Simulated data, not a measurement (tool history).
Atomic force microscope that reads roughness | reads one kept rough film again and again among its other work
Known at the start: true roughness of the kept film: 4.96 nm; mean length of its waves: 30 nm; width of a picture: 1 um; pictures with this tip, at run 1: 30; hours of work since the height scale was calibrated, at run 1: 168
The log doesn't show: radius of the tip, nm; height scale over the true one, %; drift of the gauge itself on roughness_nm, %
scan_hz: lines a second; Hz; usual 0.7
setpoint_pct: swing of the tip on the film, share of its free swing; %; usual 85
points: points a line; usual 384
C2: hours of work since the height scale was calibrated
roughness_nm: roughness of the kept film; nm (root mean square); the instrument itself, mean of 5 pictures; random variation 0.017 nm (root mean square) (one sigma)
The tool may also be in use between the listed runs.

Run 1, hour 0.0: usual settings; pictures with this tip 30; C2 168. Result: roughness_nm 4.160 nm (root mean square).
Run 2, hour 29.5: usual settings; pictures with this tip 51; C2 180. Result: roughness_nm 4.122 nm (root mean square).
Run 3, hour 48.3: usual settings; pictures with this tip 64; C2 188. Result: roughness_nm 4.130 nm (root mean square).
At hour 81.4: new tip fitted.
Run 4, hour 81.7: usual settings but setpoint_pct 62 %; pictures with this tip 0; C2 202. Result: roughness_nm 4.357 nm (root mean square).
Run 5, hour 98.4: usual settings but setpoint_pct 62 %; pictures with this tip 12; C2 209. Result: roughness_nm 4.356 nm (root mean square).
Run 6, hour 119.0: usual settings but setpoint_pct 62 %; pictures with this tip 27; C2 217. Result: roughness_nm 4.330 nm (root mean square).
Run 7, hour 147.2: usual settings but setpoint_pct 62 %; pictures with this tip 47; C2 229. Result: roughness_nm 4.342 nm (root mean square).
Run 8, hour 179.8: usual settings; pictures with this tip 70; C2 242. Result: roughness_nm 4.108 nm (root mean square).
At hour 204.7: new tip fitted.
Run 9, hour 211.6: usual settings; pictures with this tip 5; C2 255. Result: roughness_nm 4.141 nm (root mean square).
Run 10, hour 229.4: usual settings; pictures with this tip 18; C2 263. Result: roughness_nm 4.135 nm (root mean square).
Run 11, hour 256.3: usual settings; pictures with this tip 37; C2 274. Result: roughness_nm 4.124 nm (root mean square).
Run 12, hour 282.4: usual settings; pictures with this tip 56; C2 285. Result: roughness_nm 4.130 nm (root mean square).
Run 13, hour 316.9: usual settings; pictures with this tip 80; C2 299. Result: roughness_nm 4.098 nm (root mean square).
At hour 327.3: new tip fitted.
Run 14, hour 344.7: usual settings; pictures with this tip 13; C2 310. Result: roughness_nm 4.157 nm (root mean square).
Run 15, hour 364.5: usual settings; pictures with this tip 27; C2 318. Result: roughness_nm 4.122 nm (root mean square).
Run 16, hour 395.8: usual settings; pictures with this tip 49; C2 331. Result: roughness_nm 4.117 nm (root mean square).
Run 17, hour 428.3: usual settings; pictures with this tip 72; C2 345. Result: roughness_nm 4.123 nm (root mean square).
At hour 452.1: new tip fitted.
Run 18, hour 464.0: usual settings; pictures with this tip 8; C2 359. Result: roughness_nm 4.120 nm (root mean square).
Run 19, hour 478.5: usual settings; pictures with this tip 19; C2 365. Result: roughness_nm 4.165 nm (root mean square).
Run 20, hour 494.0: usual settings; pictures with this tip 30; C2 372. Result: roughness_nm 4.140 nm (root mean square).
Run 21, hour 508.6: usual settings; pictures with this tip 40; C2 378. Result: roughness_nm 4.129 nm (root mean square).
Run 22, hour 530.1: usual settings but setpoint_pct 84 %; pictures with this tip 55; C2 387. Result: roughness_nm 4.146 nm (root mean square).

The next listed run, before its measurement:
Run 23, hour 561.2: usual settings but setpoint_pct 84 %; pictures with this tip 77; C2 400. Result: roughness_nm ?.

roughness_nm: 4.143 nm (root mean square)
Without the tool's hidden state the same run would have given roughness_nm 4.152 nm (root mean square).

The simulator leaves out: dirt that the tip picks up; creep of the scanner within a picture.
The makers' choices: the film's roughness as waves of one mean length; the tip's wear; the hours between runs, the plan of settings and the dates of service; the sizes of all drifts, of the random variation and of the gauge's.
